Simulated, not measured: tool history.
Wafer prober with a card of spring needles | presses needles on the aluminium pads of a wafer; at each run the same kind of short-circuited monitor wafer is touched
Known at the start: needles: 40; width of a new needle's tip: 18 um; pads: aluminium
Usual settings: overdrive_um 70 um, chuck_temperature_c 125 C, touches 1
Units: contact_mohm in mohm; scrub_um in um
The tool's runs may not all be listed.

run,hour,overdrive_um,chuck_temperature_c,touches,contact_mohm,scrub_um
1,0.0,70,125,1,252,10.46
# hour 8.9: tips cleaned on abrasive film
# hour 23.6: tips cleaned on abrasive film
# hour 37.5: tips cleaned on abrasive film
2,42.2,70,107,1,253,10.47
# hour 45.4: height of the first contact set anew
# hour 51.4: tips cleaned on abrasive film
# hour 65.0: tips cleaned on abrasive film
# hour 79.7: tips cleaned on abrasive film
# hour 94.0: tips cleaned on abrasive film
3,94.6,70,107,1,247,10.51
# hour 106.4: tips cleaned on abrasive film
# hour 120.4: tips cleaned on abrasive film
# hour 134.9: tips cleaned on abrasive film
4,139.5,70,107,1,250,10.52
# hour 148.4: tips cleaned on abrasive film
# hour 163.1: tips cleaned on abrasive film
# hour 174.9: tips cleaned on abrasive film
5,183.3,70,125,2,255,10.54
# hour 189.3: tips cleaned on abrasive film
# hour 203.5: tips cleaned on abrasive film
# hour 217.7: tips cleaned on abrasive film
# hour 223.4: height of the first contact set anew
# hour 232.0: tips cleaned on abrasive film
6,233.0,70,32,2,231,10.57
# hour 244.5: tips cleaned on abrasive film
# hour 256.3: tips cleaned on abrasive film
# hour 271.1: tips cleaned on abrasive film
# hour 282.9: tips cleaned on abrasive film
7,285.5,70,32,2,236,10.60
# hour 297.1: tips cleaned on abrasive film
# hour 311.4: tips cleaned on abrasive film
# hour 326.0: tips cleaned on abrasive film
8,333.6,70,32,2,235,10.61
# hour 339.5: tips cleaned on abrasive film
# hour 353.3: tips cleaned on abrasive film
# hour 366.5: tips cleaned on abrasive film
9,366.5,70,32,2,235,10.63
# hour 381.3: tips cleaned on abrasive film
# hour 396.0: tips cleaned on abrasive film
# hour 402.2: height of the first contact set anew
# hour 410.8: tips cleaned on abrasive film
10,421.8,70,32,2,235,10.67
# hour 424.8: tips cleaned on abrasive film
# hour 439.6: tips cleaned on abrasive film
11,450.4,70,32,2,232,10.68
# hour 452.9: tips cleaned on abrasive film
# hour 466.7: tips cleaned on abrasive film
# hour 478.6: tips cleaned on abrasive film
12,487.4,70,32,2,235,10.69
# hour 490.5: tips cleaned on abrasive film
# hour 504.7: tips cleaned on abrasive film
# hour 518.8: tips cleaned on abrasive film
13,520.5,70,32,2,236,10.72
# hour 531.8: tips cleaned on abrasive film
# hour 545.0: tips cleaned on abrasive film
# hour 550.3: gauge calibrated
14,552.6,51,52,2,240,7.62
# hour 558.2: tips cleaned on abrasive film
# hour 573.0: tips cleaned on abrasive film
# hour 579.1: height of the first contact set anew
# hour 585.2: tips cleaned on abrasive film
15,585.2,58,46,2,241,8.67
# hour 597.1: tips cleaned on abrasive film
# hour 611.2: tips cleaned on abrasive film
# hour 625.4: tips cleaned on abrasive film
16,634.6,58,46,2,239,8.70
# hour 637.6: tips cleaned on abrasive film
# hour 649.4: tips cleaned on abrasive film
# hour 663.5: tips cleaned on abrasive film
# hour 678.2: tips cleaned on abrasive film
17,688.1,70,30,1,231,10.53
# hour 690.8: tips cleaned on abrasive film
# hour 705.4: tips cleaned on abrasive film
# hour 720.1: tips cleaned on abrasive film
# hour 734.6: tips cleaned on abrasive film
18,742.8,70,30,1,234,10.53
# hour 748.6: tips cleaned on abrasive film
# hour 756.5: height of the first contact set anew
# hour 761.7: tips cleaned on abrasive film
# hour 775.9: tips cleaned on abrasive film
# hour 790.6: tips cleaned on abrasive film
19,792.4,74,30,3,234,11.19
# hour 803.0: tips cleaned on abrasive film
# hour 817.5: tips cleaned on abrasive film
# hour 831.3: tips cleaned on abrasive film
20,838.6,74,30,3,232,11.23
# hour 844.5: tips cleaned on abrasive film
# hour 858.8: tips cleaned on abrasive film
# hour 873.5: tips cleaned on abrasive film
21,881.6,70,41,1,233,10.61
# hour 887.6: tips cleaned on abrasive film
# hour 901.7: tips cleaned on abrasive film
22,912.4,52,41,1,245,7.89
# hour 915.4: tips cleaned on abrasive film
# hour 929.4: tips cleaned on abrasive film
# hour 934.9: height of the first contact set anew
# hour 943.4: tips cleaned on abrasive film
23,953.3,52,41,1,235,7.91

Some steps in scrub_um between neighbouring runs. How much of each would the tool show without its hidden state too (settings, what came in, random variation), and how much is left for the hidden state, with any gauge scatter that isn't in both results?
The hidden state here: debris on the tips, nm; way that the needles fall short of the set height, um; tips' diameter, um; drift of the gauge itself on contact_mohm, %; drift of the gauge itself on scrub_um, %.
Run 2 -> 3: height of the first contact set anew, tips cleaned on abrasive film, tips cleaned on abrasive film, tips cleaned on abrasive film, tips cleaned on abrasive film. scrub_um +0.04 um: hidden state +0.03, all else +0.01.
Run 13 -> 14: overdrive_um 70 -> 51, chuck_temperature_c 32 -> 52, tips cleaned on abrasive film, tips cleaned on abrasive film, gauge calibrated. scrub_um -3.10 um: hidden state -0.24, all else -2.86.
Run 21 -> 22: overdrive_um 70 -> 52, tips cleaned on abrasive film, tips cleaned on abrasive film. scrub_um -2.72 um: hidden state -0.03, all else -2.69.
